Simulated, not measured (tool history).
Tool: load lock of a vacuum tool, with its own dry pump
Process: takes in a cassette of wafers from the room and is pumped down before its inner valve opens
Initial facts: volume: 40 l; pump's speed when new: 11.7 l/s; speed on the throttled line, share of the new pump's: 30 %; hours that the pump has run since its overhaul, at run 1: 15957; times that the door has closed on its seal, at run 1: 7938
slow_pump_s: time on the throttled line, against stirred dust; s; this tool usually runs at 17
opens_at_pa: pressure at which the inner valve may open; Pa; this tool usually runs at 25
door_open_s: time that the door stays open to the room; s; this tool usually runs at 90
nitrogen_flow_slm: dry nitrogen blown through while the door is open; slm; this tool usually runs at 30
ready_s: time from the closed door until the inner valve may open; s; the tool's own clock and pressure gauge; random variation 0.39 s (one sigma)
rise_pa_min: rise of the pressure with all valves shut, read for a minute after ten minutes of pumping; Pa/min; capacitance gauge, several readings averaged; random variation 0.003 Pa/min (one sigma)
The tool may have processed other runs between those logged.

| run | hour | slow_pump_s | opens_at_pa | door_open_s | nitrogen_flow_slm | hours that the pump has run since its overhaul | times that the door has closed on its seal | incoming humidity of the room's air, % | ready_s | rise_pa_min |
|---|---|---|---|---|---|---|---|---|---|---|
| 1 | 0.0 | 17 | 25 | 90 | 30 | 15957 | 7938 | 46.0 | 40.0 | 0.046 |
| 2 | 196.2 | 17 | 25 | 32 | 30 | 16153 | 8399 | 44.2 | 40.1 | 0.021 |
| 3 | 461.9 | 17 | 25 | 32 | 30 | 16419 | 9022 | 44.8 | 40.7 | 0.028 |
| 4 | 714.1 | 17 | 25 | 32 | 42 | 16671 | 9613 | 45.8 | 40.0 | 0.023 |
| 5 | 900.2 | 17 | 25 | 32 | 42 | 16857 | 10050 | 45.3 | 40.2 | 0.018 |
| 6 | 1033.8 | 17 | 25 | 32 | 42 | 16991 | 10363 | 44.3 | 40.4 | 0.018 |
| 7 | 1171.8 | 17 | 25 | 32 | 42 | 17129 | 10687 | 43.8 | 40.9 | 0.015 |
| 8 | 1390.7 | 17 | 25 | 90 | 30 | 17347 | 11200 | 45.8 | 40.3 | 0.051 |
| 9 | 1522.2 | 17 | 25 | 90 | 25 | 17479 | 11509 | 43.4 | 40.3 | 0.046 |
| 10 | 1645.9 | 17 | 25 | 90 | 8 | 17603 | 11799 | 43.7 | 40.5 | 0.064 |
| 11 | 1830.4 | 17 | 25 | 98 | 8 | 17787 | 12231 | 42.6 | 40.6 | 0.075 |
| 12 | 1955.3 | 17 | 25 | 98 | 8 | 17912 | 12524 | 46.1 | 40.1 | 0.073 |
| 13 | 2128.1 | 27 | 25 | 90 | 30 | 18085 | 12930 | 46.1 | 47.2 | 0.049 |
| 14 | 2327.0 | 27 | 25 | 90 | 30 | 18284 | 13396 | 45.0 | 46.9 | 0.047 |
| 15 | 2541.8 | 27 | 25 | 90 | 30 | 18499 | 13900 | 47.0 | 47.5 | 0.049 |
| 16 | 2779.7 | 27 | 25 | 90 | 30 | 18736 | 14458 | 44.2 | 47.1 | 0.046 |
| 17 | 2979.9 | 27 | 25 | 90 | 30 | 18937 | 14928 | 43.5 | 46.5 | 0.048 |
| 18 | 3117.9 | 17 | 25 | 95 | 30 | 19075 | 15251 | 43.6 | 39.9 | 0.047 |
| 19 | 3360.6 | 17 | 25 | 95 | 30 | 19317 | 15820 | 46.8 | 40.2 | 0.049 |
| 20 | 3496.8 | 17 | 24 | 51 | 30 | 19454 | 16140 | 45.2 | 41.0 | 0.031 |
| 21 | 3659.8 | 31 | 37 | 51 | 30 | 19617 | 16522 | 46.8 | 49.0 | 0.035 |
| 22 | 3798.0 | 32 | 20 | 90 | 30 | 19755 | 16846 | 41.6 | 51.6 | 0.043 |
| 23 | 3975.1 | 9 | 25 | 90 | 22 | 19932 | 17262 | 46.6 | 34.3 | 0.050 |
| 24 | 4172.3 | 9 | 25 | 90 | 22 | 20129 | 17724 | 44.5 | 34.4 | 0.054 |
| 25 | 4342.2 | 9 | 31 | 216 | 22 | 20299 | 18123 | 45.2 | 33.5 | 0.096 |
| 26 | 4489.6 | 17 | 21 | 90 | 30 | 20446 | 18468 | 47.1 | 41.1 | 0.045 |
| 27 | 4615.6 | 17 | 20 | 90 | 30 | 20572 | 18764 | 42.3 | 41.5 | 0.040 |
| 28 | 4738.6 | 17 | 49 | 165 | 40 | 20695 | 19052 | 41.8 | 37.6 | 0.055 |
| 29 | 5012.0 | 18 | 26 | 118 | 6 | 20969 | 19694 | 44.9 | 41.3 | 0.081 |
| 30 | 5289.6 | 18 | 26 | 118 | 6 | 21246 | 20345 | 44.0 | 40.8 | 0.083 |
| 31 | 5494.0 | 18 | 48 | 57 | 19 | 21451 | 20824 | 44.0 | 38.5 | 0.040 |
| 32 | 5672.2 | 15 | 34 | 131 | 17 | 21629 | 21242 | 44.4 | 37.7 | 0.071 |
| 33 | 5802.8 | 15 | 34 | 131 | 17 | 21760 | 21548 | 44.3 | 39.0 | 0.073 |
| 34 | 6024.4 | 15 | 34 | 131 | 17 | 21981 | 22068 | 44.5 | 38.5 | 0.072 |
| 35 | 6288.9 | 17 | 25 | 138 | 30 | 22246 | 22689 | 44.6 | 40.8 | 0.063 |
| 36 | 6451.0 | 9 | 25 | 51 | 30 | 22408 | 23069 | 46.4 | 34.5 | 0.033 |
| 37 | 6643.5 | 9 | 25 | 51 | 30 | 22600 | 23520 | 45.6 | 34.6 | 0.036 |

Below are 3 alternative next runs, each starting from the tool's condition after run 37. Predict each:
| A | 6850.3 | 24 | 25 | 179 | 19 | 22807 | 24005 | 45.6 | ? | ? |
| B | 6850.3 | 11 | 25 | 51 | 11 | 22807 | 24005 | 45.7 | ? | ? |
| C | 6850.3 | 14 | 25 | 51 | 30 | 22807 | 24005 | 44.4 | ? | ? |

| run | ready_s | rise_pa_min |
|---|---|---|
| A | 45.3 | 0.085 |
| B | 35.4 | 0.043 |
| C | 37.3 | 0.033 |
Had the tool no hidden state, the same runs would have come out as:
| run | ready_s | rise_pa_min |
|---|---|---|
| A | 45.3 | 0.084 |
| B | 35.4 | 0.043 |
| C | 37.3 | 0.032 |
